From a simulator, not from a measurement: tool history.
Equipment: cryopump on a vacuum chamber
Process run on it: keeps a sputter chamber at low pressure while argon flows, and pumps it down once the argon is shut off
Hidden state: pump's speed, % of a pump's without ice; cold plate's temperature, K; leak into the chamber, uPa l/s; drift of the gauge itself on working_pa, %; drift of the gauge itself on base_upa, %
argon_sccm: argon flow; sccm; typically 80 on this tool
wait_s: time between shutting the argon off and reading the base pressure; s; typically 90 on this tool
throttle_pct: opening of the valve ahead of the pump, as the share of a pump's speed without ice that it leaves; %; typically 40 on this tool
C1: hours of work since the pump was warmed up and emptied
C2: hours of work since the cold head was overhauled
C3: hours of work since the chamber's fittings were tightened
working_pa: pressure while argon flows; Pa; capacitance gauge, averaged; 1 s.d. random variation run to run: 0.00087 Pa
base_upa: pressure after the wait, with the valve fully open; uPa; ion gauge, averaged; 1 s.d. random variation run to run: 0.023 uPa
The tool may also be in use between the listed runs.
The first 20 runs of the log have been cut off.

Run 21, day 9.296: usual settings but argon_sccm 130 sccm, wait_s 72 s, throttle_pct 23 %; C1 29; C2 552; C3 2363. Result: working_pa 0.5033 Pa, base_upa 1.15 uPa.
Run 22, day 9.621: usual settings but argon_sccm 43 sccm, wait_s 209 s, throttle_pct 37 %; C1 34; C2 557; C3 2368. Result: working_pa 0.1038 Pa, base_upa 0.59 uPa.
Run 23, day 10.233: usual settings but argon_sccm 59 sccm, throttle_pct 25 %; C1 43; C2 567; C3 2377. Result: working_pa 0.2107 Pa, base_upa 0.96 uPa.
Run 24, day 10.558: usual settings but argon_sccm 38 sccm, wait_s 51 s, throttle_pct 25 %; C1 48; C2 572; C3 2382. Result: working_pa 0.1368 Pa, base_upa 1.41 uPa.
Run 25, day 10.983: usual settings but wait_s 180 s; C1 55; C2 579; C3 2389. Result: working_pa 0.1808 Pa, base_upa 0.60 uPa.
Run 26, day 11.671: usual settings but wait_s 180 s; C1 66; C2 589; C3 2400. Result: working_pa 0.1793 Pa, base_upa 0.72 uPa.
Run 27, day 12.046: usual settings but wait_s 180 s; C1 72; C2 595; C3 2406. Result: working_pa 0.1790 Pa, base_upa 0.73 uPa.
Run 28, day 12.467: usual settings but argon_sccm 61 sccm, throttle_pct 27 %; C1 78; C2 602; C3 2412. Result: working_pa 0.2028 Pa, base_upa 1.05 uPa.
Run 29, day 13.175: usual settings but argon_sccm 61 sccm, throttle_pct 25 %; C1 89; C2 613; C3 2423. Result: working_pa 0.2181 Pa, base_upa 0.98 uPa.
Run 30, day 13.550: usual settings but argon_sccm 79 sccm, wait_s 173 s, throttle_pct 19 %; C1 95; C2 619; C3 2429. Result: working_pa 0.3744 Pa, base_upa 0.69 uPa.
Run 31, day 14.000: usual settings but argon_sccm 79 sccm, wait_s 173 s, throttle_pct 19 %; C1 102; C2 626; C3 2436. Result: working_pa 0.3719 Pa, base_upa 0.70 uPa.
Run 32, day 14.588: usual settings but argon_sccm 58 sccm, wait_s 74 s, throttle_pct 56 %; C1 111; C2 635; C3 2445. Result: working_pa 0.0950 Pa, base_upa 1.13 uPa.
Run 33, day 14.967: usual settings but wait_s 25 s; C1 117; C2 641; C3 2451. Result: working_pa 0.1816 Pa, base_upa 2.65 uPa.
Run 34, day 15.354: usual settings but argon_sccm 67 sccm, throttle_pct 50 %; C1 123; C2 647; C3 2457. Result: working_pa 0.1225 Pa, base_upa 1.05 uPa.

Here are 3 independent what-if runs from the current tool condition. What would each one return?
Run A, day 15.683: usual settings but argon_sccm 50 sccm, wait_s 58 s, throttle_pct 31 %; C1 128; C2 652; C3 2462. Result: working_pa ?, base_upa ?.
Run B, day 15.683: usual settings but argon_sccm 65 sccm, wait_s 177 s, throttle_pct 15 %; C1 128; C2 652; C3 2462. Result: working_pa ?, base_upa ?.
Run C, day 15.683: usual settings but argon_sccm 67 sccm, wait_s 32 s, throttle_pct 50 %; C1 128; C2 652; C3 2462. Result: working_pa ?, base_upa ?.

run  working_pa  base_upa
  A      0.1485      1.36
  B      0.3895      0.71
  C      0.1224      2.21
Without the tool's hidden state the same runs would have given:
run  working_pa  base_upa
  A      0.1451      1.16
  B      0.3852      0.51
  C      0.1179      2.01
